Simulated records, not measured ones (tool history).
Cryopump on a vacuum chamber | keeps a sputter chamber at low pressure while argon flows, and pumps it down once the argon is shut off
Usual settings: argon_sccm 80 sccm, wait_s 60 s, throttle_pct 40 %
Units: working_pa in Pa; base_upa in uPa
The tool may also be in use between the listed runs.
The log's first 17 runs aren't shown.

run 18 day=7.638 | argon_sccm=80 wait_s=28 throttle_pct=31 | working_pa=0.2879 base_upa=2.31
run 19 day=8.188 | argon_sccm=36 wait_s=57 throttle_pct=28 | working_pa=0.1437 base_upa=1.39
run 20 day=8.662 | argon_sccm=63 wait_s=71 throttle_pct=25 | working_pa=0.2802 base_upa=1.17
run 21 day=9.067 | argon_sccm=63 wait_s=193 throttle_pct=33 | working_pa=0.2148 base_upa=0.74
run 22 day=9.5 | argon_sccm=63 wait_s=193 throttle_pct=33 | working_pa=0.2178 base_upa=0.75
run 23 day=10.042 | argon_sccm=46 wait_s=214 throttle_pct=33 | working_pa=0.1577 base_upa=0.7
run 24 day=10.592 | argon_sccm=80 wait_s=23 throttle_pct=40 | working_pa=0.2309 base_upa=2.68
run 25 day=11.038 | argon_sccm=80 wait_s=55 throttle_pct=31 | working_pa=0.293 base_upa=1.46
run 26 day=11.762 | argon_sccm=56 wait_s=91 throttle_pct=27 | working_pa=0.2341 base_upa=1.02
run 27 day=12.225 | argon_sccm=79 wait_s=60 throttle_pct=16 | working_pa=0.5416 base_upa=1.37
run 28 day=12.625 | argon_sccm=80 wait_s=113 throttle_pct=58 | working_pa=0.1691 base_upa=0.97
-- day=13.183 pump warmed up, emptied and cooled again
run 29 day=13.4 | argon_sccm=49 wait_s=37 throttle_pct=33 | working_pa=0.1557 base_upa=1.82
run 30 day=13.967 | argon_sccm=49 wait_s=37 throttle_pct=33 | working_pa=0.156 base_upa=1.85
run 31 day=14.333 | argon_sccm=80 wait_s=60 throttle_pct=53 | working_pa=0.1594 base_upa=1.3
run 32 day=14.821 | argon_sccm=41 wait_s=41 throttle_pct=27 | working_pa=0.1586 base_upa=1.74
run 33 day=15.262 | argon_sccm=41 wait_s=41 throttle_pct=27 | working_pa=0.1592 base_upa=1.76
run 34 day=15.608 | argon_sccm=42 wait_s=71 throttle_pct=16 | working_pa=0.275 base_upa=1.16

Forecast each of these 4 alternatives for the next run:
run A day=16.246 | argon_sccm=106 wait_s=71 throttle_pct=57 | working_pa=? base_upa=?
run B day=16.246 | argon_sccm=37 wait_s=27 throttle_pct=38 | working_pa=? base_upa=?
run C day=16.246 | argon_sccm=56 wait_s=32 throttle_pct=30 | working_pa=? base_upa=?
run D day=16.246 | argon_sccm=97 wait_s=71 throttle_pct=30 | working_pa=? base_upa=?

run=A working_pa=0.1996 base_upa=1.18
run=B working_pa=0.102 base_upa=2.4
run=C working_pa=0.1972 base_upa=2.15
run=D working_pa=0.3398 base_upa=1.15
Without the tool's hidden state the same runs would have given:
run=A working_pa=0.1956 base_upa=0.96
run=B working_pa=0.1006 base_upa=2.18
run=C working_pa=0.1951 base_upa=1.93
run=D working_pa=0.3362 base_upa=0.93

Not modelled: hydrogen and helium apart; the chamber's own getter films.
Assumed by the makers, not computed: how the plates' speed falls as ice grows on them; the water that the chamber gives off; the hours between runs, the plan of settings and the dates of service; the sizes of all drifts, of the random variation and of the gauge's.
